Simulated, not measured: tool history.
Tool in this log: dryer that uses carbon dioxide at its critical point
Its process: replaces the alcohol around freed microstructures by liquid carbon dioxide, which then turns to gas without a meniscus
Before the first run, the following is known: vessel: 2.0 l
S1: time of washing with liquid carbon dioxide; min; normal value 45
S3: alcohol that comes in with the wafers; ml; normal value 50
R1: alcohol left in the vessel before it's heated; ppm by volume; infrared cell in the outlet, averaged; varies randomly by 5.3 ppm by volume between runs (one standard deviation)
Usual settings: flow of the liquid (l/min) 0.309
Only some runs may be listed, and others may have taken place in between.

run 1 day=0.000 | S1=45 flow_of_the_liquid_(l/min)=0.309 S3=50 | R1=223
run 2 day=1.238 | S1=45 flow_of_the_liquid_(l/min)=0.309 S3=116 | R1=410
run 3 day=3.212 | S1=45 flow_of_the_liquid_(l/min)=0.309 S3=116 | R1=390
run 4 day=4.662 | S1=45 flow_of_the_liquid_(l/min)=0.309 S3=46 | R1=216
run 5 day=7.308 | S1=45 flow_of_the_liquid_(l/min)=0.309 S3=46 | R1=224
run 6 day=10.000 | S1=48 flow_of_the_liquid_(l/min)=0.309 S3=50 | R1=211
run 7 day=11.354 | S1=48 flow_of_the_liquid_(l/min)=0.309 S3=50 | R1=206
run 8 day=13.975 | S1=61 flow_of_the_liquid_(l/min)=0.309 S3=50 | R1=136
-- day=15.946 inlet filter changed
run 9 day=16.342 | S1=45 flow_of_the_liquid_(l/min)=0.309 S3=50 | R1=227
run 10 day=18.742 | S1=45 flow_of_the_liquid_(l/min)=0.308 S3=50 | R1=229
run 11 day=21.108 | S1=45 flow_of_the_liquid_(l/min)=0.309 S3=50 | R1=238
run 12 day=23.779 | S1=45 flow_of_the_liquid_(l/min)=0.309 S3=50 | R1=254
run 13 day=26.225 | S1=45 flow_of_the_liquid_(l/min)=0.309 S3=50 | R1=261
run 14 day=28.321 | S1=45 flow_of_the_liquid_(l/min)=0.309 S3=50 | R1=275
run 15 day=29.700 | S1=45 flow_of_the_liquid_(l/min)=0.309 S3=50 | R1=281
run 16 day=32.633 | S1=45 flow_of_the_liquid_(l/min)=0.309 S3=42 | R1=258
run 17 day=35.383 | S1=45 flow_of_the_liquid_(l/min)=0.309 S3=50 | R1=294
run 18 day=36.996 | S1=45 flow_of_the_liquid_(l/min)=0.309 S3=50 | R1=295
run 19 day=39.029 | S1=65 flow_of_the_liquid_(l/min)=0.222 S3=30 | R1=247
run 20 day=40.275 | S1=65 flow_of_the_liquid_(l/min)=0.222 S3=30 | R1=258
run 21 day=41.596 | S1=60 flow_of_the_liquid_(l/min)=0.298 S3=30 | R1=194
-- day=42.721 purifier's bed changed
run 22 day=43.788 | S1=60 flow_of_the_liquid_(l/min)=0.298 S3=30 | R1=29
run 23 day=46.546 | S1=62 flow_of_the_liquid_(l/min)=0.448 S3=24 | R1=22
run 24 day=48.092 | S1=55 flow_of_the_liquid_(l/min)=0.497 S3=67 | R1=24
run 25 day=49.446 | S1=55 flow_of_the_liquid_(l/min)=0.478 S3=84 | R1=26
run 26 day=51.446 | S1=57 flow_of_the_liquid_(l/min)=0.478 S3=84 | R1=18
-- day=52.262 inlet filter changed
run 27 day=53.158 | S1=45 flow_of_the_liquid_(l/min)=0.199 S3=50 | R1=777
run 28 day=56.129 | S1=45 flow_of_the_liquid_(l/min)=0.199 S3=50 | R1=813
run 29 day=58.183 | S1=45 flow_of_the_liquid_(l/min)=0.199 S3=59 | R1=933
run 30 day=60.567 | S1=45 flow_of_the_liquid_(l/min)=0.199 S3=59 | R1=983
run 31 day=62.546 | S1=45 flow_of_the_liquid_(l/min)=0.199 S3=59 | R1=976
run 32 day=63.862 | S1=45 flow_of_the_liquid_(l/min)=0.208 S3=21 | R1=358
run 33 day=66.054 | S1=28 flow_of_the_liquid_(l/min)=0.425 S3=72 | R1=430
run 34 day=68.262 | S1=35 flow_of_the_liquid_(l/min)=0.425 S3=48 | R1=153

Here are 5 independent what-if runs from the current tool condition. What would each one return?
run A day=69.612 | S1=48 flow_of_the_liquid_(l/min)=0.356 S3=48 | R1=?
run B day=69.612 | S1=45 flow_of_the_liquid_(l/min)=0.352 S3=50 | R1=?
run C day=69.612 | S1=45 flow_of_the_liquid_(l/min)=0.252 S3=50 | R1=?
run D day=69.612 | S1=68 flow_of_the_liquid_(l/min)=0.425 S3=114 | R1=?
run E day=69.612 | S1=34 flow_of_the_liquid_(l/min)=0.514 S3=27 | R1=?

run=A R1=114
run=B R1=144
run=C R1=413
run=D R1=81
run=E R1=98
Take away the tool's hidden state, keep each run's random variation, and the runs would have read:
run=A R1=34
run=B R1=58
run=C R1=289
run=D R1=8
run=E R1=22
